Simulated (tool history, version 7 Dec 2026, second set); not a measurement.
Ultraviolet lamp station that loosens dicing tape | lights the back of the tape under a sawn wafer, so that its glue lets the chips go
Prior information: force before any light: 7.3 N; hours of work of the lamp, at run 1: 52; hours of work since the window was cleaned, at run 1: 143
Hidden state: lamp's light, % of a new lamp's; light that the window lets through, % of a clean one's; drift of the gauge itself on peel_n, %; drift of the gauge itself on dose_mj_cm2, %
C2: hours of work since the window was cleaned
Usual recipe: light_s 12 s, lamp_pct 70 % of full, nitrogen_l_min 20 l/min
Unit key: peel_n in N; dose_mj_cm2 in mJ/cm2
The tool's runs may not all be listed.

{"run": 1, "hour": 0.0, "light_s": 12, "lamp_pct": 70, "nitrogen_l_min": 20, "hours of work of the lamp": 52, "C2": 143, "peel_n": 0.66, "dose_mj_cm2": 207}
{"run": 2, "hour": 10.2, "light_s": 12, "lamp_pct": 70, "nitrogen_l_min": 20, "hours of work of the lamp": 58, "C2": 149, "peel_n": 0.668, "dose_mj_cm2": 207}
{"run": 3, "hour": 19.2, "light_s": 12, "lamp_pct": 76, "nitrogen_l_min": 20, "hours of work of the lamp": 64, "C2": 155, "peel_n": 0.563, "dose_mj_cm2": 223}
{"run": 4, "hour": 26.4, "light_s": 12, "lamp_pct": 70, "nitrogen_l_min": 36, "hours of work of the lamp": 68, "C2": 159, "peel_n": 0.511, "dose_mj_cm2": 205}
{"run": 5, "hour": 32.7, "light_s": 12, "lamp_pct": 70, "nitrogen_l_min": 8, "hours of work of the lamp": 72, "C2": 163, "peel_n": 1.168, "dose_mj_cm2": 198}
{"run": 6, "hour": 38.7, "light_s": 12, "lamp_pct": 70, "nitrogen_l_min": 8, "hours of work of the lamp": 75, "C2": 166, "peel_n": 1.161, "dose_mj_cm2": 203}
{"run": 7, "hour": 46.7, "light_s": 12, "lamp_pct": 70, "nitrogen_l_min": 20, "hours of work of the lamp": 80, "C2": 171, "peel_n": 0.704, "dose_mj_cm2": 202}
{"run": 8, "hour": 55.6, "light_s": 12, "lamp_pct": 70, "nitrogen_l_min": 20, "hours of work of the lamp": 85, "C2": 176, "peel_n": 0.71, "dose_mj_cm2": 196}
{"run": 9, "hour": 65.7, "light_s": 10, "lamp_pct": 70, "nitrogen_l_min": 20, "hours of work of the lamp": 91, "C2": 182, "peel_n": 1.055, "dose_mj_cm2": 165}
{"run": 10, "hour": 71.0, "light_s": 10, "lamp_pct": 70, "nitrogen_l_min": 20, "hours of work of the lamp": 95, "C2": 185, "peel_n": 1.017, "dose_mj_cm2": 162}
{"run": 11, "hour": 76.4, "light_s": 10, "lamp_pct": 70, "nitrogen_l_min": 20, "hours of work of the lamp": 98, "C2": 188, "peel_n": 1.004, "dose_mj_cm2": 166}
{"run": 12, "hour": 85.0, "light_s": 10, "lamp_pct": 70, "nitrogen_l_min": 20, "hours of work of the lamp": 103, "C2": 194, "peel_n": 1.025, "dose_mj_cm2": 161}
{"run": 13, "hour": 91.1, "light_s": 10, "lamp_pct": 70, "nitrogen_l_min": 20, "hours of work of the lamp": 106, "C2": 197, "peel_n": 1.027, "dose_mj_cm2": 160}
{"run": 14, "hour": 101.0, "light_s": 10, "lamp_pct": 70, "nitrogen_l_min": 6, "hours of work of the lamp": 112, "C2": 203, "peel_n": 1.905, "dose_mj_cm2": 160}
{"run": 15, "hour": 105.6, "light_s": 10, "lamp_pct": 70, "nitrogen_l_min": 6, "hours of work of the lamp": 115, "C2": 206, "peel_n": 1.949, "dose_mj_cm2": 158}
{"run": 16, "hour": 111.8, "light_s": 10, "lamp_pct": 70, "nitrogen_l_min": 6, "hours of work of the lamp": 119, "C2": 210, "peel_n": 1.874, "dose_mj_cm2": 163}
{"run": 17, "hour": 120.8, "light_s": 10, "lamp_pct": 70, "nitrogen_l_min": 6, "hours of work of the lamp": 124, "C2": 215, "peel_n": 2.014, "dose_mj_cm2": 157}
{"hour": 126.8, "done": "window cleaned of glue's vapour"}
{"run": 18, "hour": 129.0, "light_s": 10, "lamp_pct": 70, "nitrogen_l_min": 6, "hours of work of the lamp": 129, "C2": 1, "peel_n": 1.505, "dose_mj_cm2": 197}
{"run": 19, "hour": 136.9, "light_s": 22, "lamp_pct": 78, "nitrogen_l_min": 19, "hours of work of the lamp": 133, "C2": 6, "peel_n": 0.21, "dose_mj_cm2": 469}
{"run": 20, "hour": 144.8, "light_s": 12, "lamp_pct": 70, "nitrogen_l_min": 14, "hours of work of the lamp": 138, "C2": 11, "peel_n": 0.688, "dose_mj_cm2": 226}
{"run": 21, "hour": 151.3, "light_s": 12, "lamp_pct": 70, "nitrogen_l_min": 14, "hours of work of the lamp": 142, "C2": 15, "peel_n": 0.693, "dose_mj_cm2": 228}
{"run": 22, "hour": 160.6, "light_s": 7, "lamp_pct": 70, "nitrogen_l_min": 20, "hours of work of the lamp": 147, "C2": 20, "peel_n": 1.518, "dose_mj_cm2": 129}
{"run": 23, "hour": 168.2, "light_s": 9, "lamp_pct": 76, "nitrogen_l_min": 11, "hours of work of the lamp": 152, "C2": 25, "peel_n": 1.165, "dose_mj_cm2": 180}
{"run": 24, "hour": 173.1, "light_s": 9, "lamp_pct": 76, "nitrogen_l_min": 11, "hours of work of the lamp": 155, "C2": 27, "peel_n": 1.185, "dose_mj_cm2": 182}
{"run": 25, "hour": 181.9, "light_s": 23, "lamp_pct": 93, "nitrogen_l_min": 11, "hours of work of the lamp": 160, "C2": 33, "peel_n": 0.204, "dose_mj_cm2": 567}
{"run": 26, "hour": 188.2, "light_s": 7, "lamp_pct": 99, "nitrogen_l_min": 14, "hours of work of the lamp": 164, "C2": 36, "peel_n": 1.035, "dose_mj_cm2": 182}
{"run": 27, "hour": 196.9, "light_s": 23, "lamp_pct": 69, "nitrogen_l_min": 15, "hours of work of the lamp": 169, "C2": 42, "peel_n": 0.237, "dose_mj_cm2": 414}
{"run": 28, "hour": 201.6, "light_s": 20, "lamp_pct": 66, "nitrogen_l_min": 36, "hours of work of the lamp": 172, "C2": 44, "peel_n": 0.236, "dose_mj_cm2": 345}
{"run": 29, "hour": 210.8, "light_s": 20, "lamp_pct": 66, "nitrogen_l_min": 36, "hours of work of the lamp": 177, "C2": 50, "peel_n": 0.234, "dose_mj_cm2": 337}
{"run": 30, "hour": 217.4, "light_s": 20, "lamp_pct": 66, "nitrogen_l_min": 21, "hours of work of the lamp": 181, "C2": 54, "peel_n": 0.265, "dose_mj_cm2": 342}
{"run": 31, "hour": 222.7, "light_s": 12, "lamp_pct": 99, "nitrogen_l_min": 10, "hours of work of the lamp": 184, "C2": 57, "peel_n": 0.484, "dose_mj_cm2": 304}

Measured result minus the same run's result without the hidden state. Both carry the same run-to-run variation, though not necessarily the same gauge scatter:
run=1 peel_n=+0.173 dose_mj_cm2=-35
run=2 peel_n=+0.181 dose_mj_cm2=-37
run=3 peel_n=+0.158 dose_mj_cm2=-42
run=4 peel_n=+0.142 dose_mj_cm2=-40
run=5 peel_n=+0.317 dose_mj_cm2=-40
run=6 peel_n=+0.320 dose_mj_cm2=-42
run=7 peel_n=+0.219 dose_mj_cm2=-42
run=8 peel_n=+0.228 dose_mj_cm2=-44
run=9 peel_n=+0.334 dose_mj_cm2=-38
run=10 peel_n=+0.331 dose_mj_cm2=-38
run=11 peel_n=+0.329 dose_mj_cm2=-39
run=12 peel_n=+0.342 dose_mj_cm2=-40
run=13 peel_n=+0.350 dose_mj_cm2=-41
run=14 peel_n=+0.532 dose_mj_cm2=-43
run=15 peel_n=+0.553 dose_mj_cm2=-43
run=16 peel_n=+0.542 dose_mj_cm2=-44
run=17 peel_n=+0.595 dose_mj_cm2=-45
run=18 peel_n=+0.127 dose_mj_cm2=-11
run=19 peel_n=+0.006 dose_mj_cm2=-30
run=20 peel_n=+0.085 dose_mj_cm2=-17
run=21 peel_n=+0.093 dose_mj_cm2=-18
run=22 peel_n=+0.178 dose_mj_cm2=-11
run=23 peel_n=+0.158 dose_mj_cm2=-16
run=24 peel_n=+0.166 dose_mj_cm2=-17
run=25 peel_n=+0.007 dose_mj_cm2=-57
run=26 peel_n=+0.169 dose_mj_cm2=-19
run=27 peel_n=+0.021 dose_mj_cm2=-46
run=28 peel_n=+0.017 dose_mj_cm2=-39
run=29 peel_n=+0.018 dose_mj_cm2=-41
run=30 peel_n=+0.033 dose_mj_cm2=-44
run=31 peel_n=+0.100 dose_mj_cm2=-41

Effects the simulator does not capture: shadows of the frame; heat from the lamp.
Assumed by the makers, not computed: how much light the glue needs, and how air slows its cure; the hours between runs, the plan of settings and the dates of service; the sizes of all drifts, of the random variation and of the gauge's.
